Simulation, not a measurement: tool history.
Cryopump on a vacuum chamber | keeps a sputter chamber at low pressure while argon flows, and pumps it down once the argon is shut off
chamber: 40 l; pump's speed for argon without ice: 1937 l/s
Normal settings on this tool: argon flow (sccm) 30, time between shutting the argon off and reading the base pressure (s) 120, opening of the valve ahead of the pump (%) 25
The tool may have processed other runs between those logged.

| run | hour | argon flow (sccm) | time between shutting the argon off and reading the base pressure (s) | opening of the valve ahead of the pump (%) | pressure while argon flows (Pa) | pressure after the wait (uPa) |
|---|---|---|---|---|---|---|
| 1 | 0.0 | 30 | 120 | 25 | 0.1093 | 0.82 |
| 2 | 12.2 | 30 | 120 | 20 | 0.1359 | 0.87 |
| 3 | 32.7 | 30 | 120 | 20 | 0.1377 | 0.86 |
| 4 | 56.4 | 30 | 120 | 20 | 0.1377 | 0.90 |
| 5 | 67.5 | 30 | 120 | 20 | 0.1368 | 0.87 |
| 6 | 85.5 | 30 | 120 | 25 | 0.1095 | 0.90 |
| 7 | 108.7 | 30 | 120 | 25 | 0.1103 | 0.94 |
| 8 | 132.4 | 30 | 120 | 25 | 0.1108 | 0.93 |
| 9 | 153.5 | 30 | 120 | 25 | 0.1120 | 0.97 |
| 10 | 165.1 | 30 | 120 | 25 | 0.1115 | 0.96 |
| 11 | 184.9 | 30 | 120 | 19 | 0.1445 | 0.96 |
| 12 | 208.7 | 29 | 120 | 19 | 0.1405 | 0.96 |
| 13 | 222.5 | 30 | 120 | 25 | 0.1117 | 0.97 |
| 14 | 239.1 | 30 | 120 | 25 | 0.1129 | 0.98 |
| 15 | 262.0 | 30 | 120 | 25 | 0.1127 | 0.99 |
| 16 | 273.5 | 30 | 120 | 25 | 0.1113 | 1.03 |
| 17 | 290.7 | 30 | 80 | 25 | 0.1126 | 1.16 |
| 18 | 314.0 | 30 | 84 | 25 | 0.1133 | 1.15 |
| 19 | 336.1 | 56 | 120 | 59 | 0.0981 | 1.07 |
| 20 | 353.9 | 56 | 120 | 59 | 0.0987 | 1.08 |
| 21 | 365.6 | 28 | 120 | 15 | 0.1708 | 1.05 |
| 22 | 378.3 | 28 | 34 | 15 | 0.1702 | 1.62 |
| 23 | 400.8 | 28 | 34 | 15 | 0.1721 | 1.64 |
| 24 | 419.9 | 28 | 34 | 15 | 0.1713 | 1.62 |
| 25 | 444.5 | 37 | 31 | 36 | 0.1005 | 1.71 |
|  | 455.4 | pump warmed up, emptied and cooled again |
| 26 | 464.4 | 26 | 83 | 31 | 0.0739 | 0.98 |
| 27 | 481.2 | 30 | 128 | 25 | 0.1050 | 0.93 |
| 28 | 502.6 | 13 | 103 | 36 | 0.0314 | 0.98 |
| 29 | 513.6 | 13 | 103 | 36 | 0.0316 | 0.93 |
| 30 | 531.1 | 13 | 103 | 36 | 0.0316 | 1.02 |
| 31 | 555.9 | 13 | 103 | 36 | 0.0315 | 0.98 |
| 32 | 572.9 | 18 | 41 | 50 | 0.0310 | 1.34 |
| 33 | 586.9 | 27 | 41 | 50 | 0.0479 | 1.37 |
| 34 | 599.7 | 50 | 120 | 50 | 0.0877 | 0.98 |

How would selected steps in pressure while argon flows (Pa) from run to run divide? Give the signed amount a tool lacking its hidden state would still show from settings, what came in and random variation, and the signed amount left for the hidden state, including any gauge scatter that is not in both of the compared results.
Hidden state at play: pump's speed, % of a pump's without ice; cold plate's temperature, K; leak into the chamber, uPa l/s; drift of the gauge itself on working_pa, %; drift of the gauge itself on base_upa, %.
Run 18 -> 19: argon flow (sccm) 30 -> 56, time between shutting the argon off and reading the base pressure (s) 84 -> 120, opening of the valve ahead of the pump (%) 25 -> 59. pressure while argon flows (Pa) -0.0152: hidden state +0.0072, all else -0.0224.
Run 20 -> 21: argon flow (sccm) 56 -> 28, opening of the valve ahead of the pump (%) 59 -> 15. pressure while argon flows (Pa) +0.0721: hidden state -0.0076, all else +0.0797.
Run 24 -> 25: argon flow (sccm) 28 -> 37, time between shutting the argon off and reading the base pressure (s) 34 -> 31, opening of the valve ahead of the pump (%) 15 -> 36. pressure while argon flows (Pa) -0.0708: hidden state +0.0029, all else -0.0737.
Run 25 -> 26: argon flow (sccm) 37 -> 26, time between shutting the argon off and reading the base pressure (s) 31 -> 83, opening of the valve ahead of the pump (%) 36 -> 31, pump warmed up, emptied and cooled again. pressure while argon flows (Pa) -0.0266: hidden state -0.0110, all else -0.0156.
Run 27 -> 28: argon flow (sccm) 30 -> 13, time between shutting the argon off and reading the base pressure (s) 128 -> 103, opening of the valve ahead of the pump (%) 25 -> 36. pressure while argon flows (Pa) -0.0736: hidden state -0.0002, all else -0.0734.
